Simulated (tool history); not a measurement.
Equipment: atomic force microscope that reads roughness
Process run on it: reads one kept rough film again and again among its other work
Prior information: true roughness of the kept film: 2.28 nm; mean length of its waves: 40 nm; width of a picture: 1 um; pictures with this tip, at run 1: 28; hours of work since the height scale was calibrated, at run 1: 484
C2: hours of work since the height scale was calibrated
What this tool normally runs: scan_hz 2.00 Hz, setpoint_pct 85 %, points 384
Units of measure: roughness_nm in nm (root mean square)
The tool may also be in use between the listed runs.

Run 1, hour 0.0: usual settings; pictures with this tip 28; C2 484. Result: roughness_nm 1.819 nm (root mean square).
Run 2, hour 26.1: usual settings; pictures with this tip 57; C2 501. Result: roughness_nm 1.798 nm (root mean square).
Run 3, hour 49.0: usual settings; pictures with this tip 81; C2 516. Result: roughness_nm 1.781 nm (root mean square).
At hour 62.8: new tip fitted.
Run 4, hour 69.2: usual settings; pictures with this tip 7; C2 529. Result: roughness_nm 1.828 nm (root mean square).
Run 5, hour 98.1: usual settings; pictures with this tip 38; C2 547. Result: roughness_nm 1.794 nm (root mean square).
Run 6, hour 116.2: usual settings; pictures with this tip 57; C2 559. Result: roughness_nm 1.792 nm (root mean square).
Run 7, hour 136.4: usual settings; pictures with this tip 79; C2 572. Result: roughness_nm 1.771 nm (root mean square).
At hour 152.6: new tip fitted.
Run 8, hour 163.4: usual settings but points 683; pictures with this tip 12; C2 589. Result: roughness_nm 1.838 nm (root mean square).
Run 9, hour 191.0: usual settings but points 683; pictures with this tip 42; C2 607. Result: roughness_nm 1.804 nm (root mean square).
Run 10, hour 208.6: usual settings but scan_hz 2.73 Hz, points 683; pictures with this tip 61; C2 619. Result: roughness_nm 1.703 nm (root mean square).
Run 11, hour 224.4: usual settings but scan_hz 2.73 Hz, points 683; pictures with this tip 78; C2 629. Result: roughness_nm 1.695 nm (root mean square).
Run 12, hour 239.5: usual settings; pictures with this tip 94; C2 639. Result: roughness_nm 1.748 nm (root mean square).
At hour 242.3: new tip fitted.
Run 13, hour 259.5: usual settings but setpoint_pct 62 %; pictures with this tip 18; C2 651. Result: roughness_nm 2.043 nm (root mean square).
Run 14, hour 277.5: usual settings but setpoint_pct 55 %; pictures with this tip 38; C2 663. Result: roughness_nm 2.060 nm (root mean square).
Run 15, hour 301.9: usual settings; pictures with this tip 64; C2 679. Result: roughness_nm 1.780 nm (root mean square).
At hour 330.4: new tip fitted.
Run 16, hour 332.9: usual settings; pictures with this tip 2; C2 699. Result: roughness_nm 1.852 nm (root mean square).
Run 17, hour 355.2: usual settings; pictures with this tip 26; C2 713. Result: roughness_nm 1.815 nm (root mean square).
Run 18, hour 369.4: usual settings; pictures with this tip 42; C2 722. Result: roughness_nm 1.794 nm (root mean square).
Run 19, hour 397.0: usual settings; pictures with this tip 72; C2 740. Result: roughness_nm 1.764 nm (root mean square).
Run 20, hour 416.7: usual settings; pictures with this tip 93; C2 753. Result: roughness_nm 1.752 nm (root mean square).
At hour 419.7: new tip fitted.
Run 21, hour 444.3: usual settings but points 680; pictures with this tip 26; C2 771. Result: roughness_nm 1.821 nm (root mean square).
Run 22, hour 468.6: usual settings; pictures with this tip 53; C2 787. Result: roughness_nm 1.775 nm (root mean square).
Run 23, hour 486.2: usual settings; pictures with this tip 72; C2 798. Result: roughness_nm 1.765 nm (root mean square).
At hour 508.2: new tip fitted.
Run 24, hour 508.7: usual settings; pictures with this tip 0; C2 812. Result: roughness_nm 1.844 nm (root mean square).
Run 25, hour 539.6: usual settings but points 356; pictures with this tip 34; C2 832. Result: roughness_nm 1.801 nm (root mean square).
Run 26, hour 562.8: usual settings but points 356; pictures with this tip 59; C2 847. Result: roughness_nm 1.773 nm (root mean square).
Run 27, hour 582.1: usual settings but points 356; pictures with this tip 80; C2 860. Result: roughness_nm 1.769 nm (root mean square).
At hour 596.8: new tip fitted.
Run 28, hour 609.1: usual settings but setpoint_pct 89 %; pictures with this tip 13; C2 877. Result: roughness_nm 1.779 nm (root mean square).
Run 29, hour 639.3: usual settings but scan_hz 2.27 Hz, setpoint_pct 89 %, points 288; pictures with this tip 46; C2 897. Result: roughness_nm 1.699 nm (root mean square).
Run 30, hour 660.2: usual settings but scan_hz 1.74 Hz, setpoint_pct 62 %, points 464; pictures with this tip 69; C2 910. Result: roughness_nm 1.988 nm (root mean square).
At hour 685.5: new tip fitted.
Run 31, hour 688.4: usual settings but scan_hz 3.90 Hz, setpoint_pct 74 %, points 464; pictures with this tip 3; C2 928. Result: roughness_nm 1.807 nm (root mean square).
Run 32, hour 716.6: usual settings but scan_hz 0.76 Hz, setpoint_pct 67 %, points 345; pictures with this tip 33; C2 947. Result: roughness_nm 2.052 nm (root mean square).
Run 33, hour 734.2: usual settings but scan_hz 0.85 Hz, setpoint_pct 67 %, points 345; pictures with this tip 52; C2 958. Result: roughness_nm 2.026 nm (root mean square).
Run 34, hour 752.0: usual settings but setpoint_pct 89 %, points 774; pictures with this tip 72; C2 970. Result: roughness_nm 1.726 nm (root mean square).
At hour 773.9: new tip fitted.
Run 35, hour 774.2: usual settings but setpoint_pct 89 %, points 774; pictures with this tip 0; C2 984. Result: roughness_nm 1.811 nm (root mean square).
Run 36, hour 790.1: usual settings but setpoint_pct 89 %, points 774; pictures with this tip 17; C2 994. Result: roughness_nm 1.767 nm (root mean square).
Run 37, hour 807.1: usual settings but scan_hz 3.26 Hz, setpoint_pct 78 %, points 346; pictures with this tip 36; C2 1005. Result: roughness_nm 1.765 nm (root mean square).
Run 38, hour 821.8: usual settings but scan_hz 3.74 Hz, setpoint_pct 71 %, points 358; pictures with this tip 52; C2 1015. Result: roughness_nm 1.804 nm (root mean square).
Run 39, hour 844.3: usual settings but scan_hz 3.83 Hz, setpoint_pct 65 %, points 640; pictures with this tip 76; C2 1029. Result: roughness_nm 1.865 nm (root mean square).
Run 40, hour 858.9: usual settings but setpoint_pct 78 %; pictures with this tip 92; C2 1039. Result: roughness_nm 1.825 nm (root mean square).
At hour 862.4: new tip fitted.
Run 41, hour 881.0: usual settings but setpoint_pct 78 %; pictures with this tip 20; C2 1053. Result: roughness_nm 1.892 nm (root mean square).
Run 42, hour 894.8: usual settings but setpoint_pct 86 %, points 338; pictures with this tip 35; C2 1062. Result: roughness_nm 1.792 nm (root mean square).
Run 43, hour 915.8: usual settings but setpoint_pct 86 %, points 338; pictures with this tip 58; C2 1075. Result: roughness_nm 1.760 nm (root mean square).
Run 44, hour 933.6: usual settings but scan_hz 2.83 Hz, setpoint_pct 57 %, points 999; pictures with this tip 77; C2 1087. Result: roughness_nm 1.970 nm (root mean square).
At hour 952.0: new tip fitted.
Run 45, hour 952.0: usual settings but scan_hz 2.83 Hz, setpoint_pct 57 %, points 999; pictures with this tip 0; C2 1098. Result: roughness_nm 2.072 nm (root mean square).
Run 46, hour 983.4: usual settings but scan_hz 1.03 Hz, setpoint_pct 69 %, points 636; pictures with this tip 34; C2 1119. Result: roughness_nm 2.046 nm (root mean square).
Run 47, hour 1003.4: usual settings but scan_hz 1.12 Hz, setpoint_pct 69 %, points 663; pictures with this tip 56; C2 1132. Result: roughness_nm 2.010 nm (root mean square).
Run 48, hour 1024.2: usual settings but scan_hz 1.01 Hz, setpoint_pct 67 %, points 572; pictures with this tip 79; C2 1145. Result: roughness_nm 1.979 nm (root mean square).
At hour 1040.4: new tip fitted.
Run 49, hour 1046.9: usual settings but scan_hz 1.01 Hz, setpoint_pct 67 %, points 572; pictures with this tip 7; C2 1160. Result: roughness_nm 2.075 nm (root mean square).
Run 50, hour 1070.9: usual settings but scan_hz 1.01 Hz, setpoint_pct 67 %, points 572; pictures with this tip 32; C2 1175. Result: roughness_nm 2.051 nm (root mean square).

Pick out some run-to-run changes in roughness_nm. Of each, how much would a tool without hidden state show as well, from the settings, what came in and chance, and how much is left for the hidden state and any gauge scatter not in both results compared?
The hidden state here: radius of the tip, nm; height scale over the true one, %; drift of the gauge itself on roughness_nm, %.
Run 12 -> 13: setpoint_pct 85 -> 62, new tip fitted. roughness_nm +0.295 nm (root mean square): hidden state +0.072, all else +0.223.
Run 23 -> 24: new tip fitted. roughness_nm +0.079 nm (root mean square): hidden state +0.080, all else -0.001.
Run 29 -> 30: scan_hz 2.27 -> 1.74, setpoint_pct 89 -> 62, points 288 -> 464. roughness_nm +0.289 nm (root mean square): hidden state -0.037, all else +0.326.
Run 33 -> 34: scan_hz 0.85 -> 2.00, setpoint_pct 67 -> 89, points 345 -> 774. roughness_nm -0.300 nm (root mean square): hidden state -0.008, all else -0.292.
Run 44 -> 45: new tip fitted. roughness_nm +0.102 nm (root mean square): hidden state +0.081, all else +0.021.
Run 48 -> 49: new tip fitted. roughness_nm +0.096 nm (root mean square): hidden state +0.080, all else +0.016.
